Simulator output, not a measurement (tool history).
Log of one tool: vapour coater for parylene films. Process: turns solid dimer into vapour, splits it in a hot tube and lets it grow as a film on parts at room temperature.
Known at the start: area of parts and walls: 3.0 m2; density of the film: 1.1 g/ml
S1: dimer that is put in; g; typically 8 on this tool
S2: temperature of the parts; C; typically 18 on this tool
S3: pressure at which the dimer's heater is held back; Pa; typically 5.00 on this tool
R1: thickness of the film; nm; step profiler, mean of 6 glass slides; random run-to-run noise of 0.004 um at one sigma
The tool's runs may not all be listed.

Run 1, day 0.000: usual settings. Result: R1 1126 nm.
Run 2, day 0.871: usual settings. Result: R1 1132 nm.
Run 3, day 2.004: usual settings but S1 7 g. Result: R1 982 nm.
Run 4, day 3.608: usual settings but S1 7 g. Result: R1 979 nm.
Run 5, day 4.775: usual settings but S2 12 C. Result: R1 1402 nm.
Run 6, day 5.754: usual settings. Result: R1 1120 nm.
Run 7, day 6.471: usual settings. Result: R1 1117 nm.
Run 8, day 7.808: usual settings but S2 14 C. Result: R1 1284 nm.
Run 9, day 8.633: usual settings but S2 14 C. Result: R1 1277 nm.
Run 10, day 9.879: usual settings but S2 14 C. Result: R1 1274 nm.
Run 11, day 11.288: usual settings but S2 14 C. Result: R1 1273 nm.
Run 12, day 12.225: usual settings but S2 14 C. Result: R1 1266 nm.
At day 13.088: trap's valve overhauled.
Run 13, day 13.988: usual settings but S2 14 C. Result: R1 1320 nm.
Run 14, day 15.667: usual settings but S1 4 g, S3 4.52 Pa. Result: R1 570 nm.
Run 15, day 16.875: usual settings but S1 12 g, S2 11 C. Result: R1 2191 nm.
Run 16, day 18.204: usual settings but S1 12 g, S2 11 C. Result: R1 2181 nm.
Run 17, day 19.438: usual settings but S1 12 g, S2 11 C. Result: R1 2171 nm.
Run 18, day 21.088: usual settings but S1 12 g, S2 11 C. Result: R1 2174 nm.
Run 19, day 22.271: usual settings but S1 12 g, S2 11 C. Result: R1 2155 nm.
Run 20, day 23.071: usual settings but S1 7 g, S2 17 C, S3 5.59 Pa. Result: R1 998 nm.
Run 21, day 24.083: usual settings but S1 7 g, S2 17 C, S3 5.59 Pa. Result: R1 995 nm.
Run 22, day 25.517: usual settings but S1 11 g, S2 27 C, S3 8.07 Pa. Result: R1 1051 nm.
Run 23, day 26.304: usual settings but S1 3 g, S2 27 C, S3 8.32 Pa. Result: R1 286 nm.

Expected results for the next run?
Run 24, day 27.738: usual settings but S1 3 g, S2 27 C, S3 8.32 Pa. Result: R1 ?.

Run 24 came out at R1 285 nm.
Were there no unlogged condition in the tool, this run, its random variation unchanged, would have produced R1 301 nm.
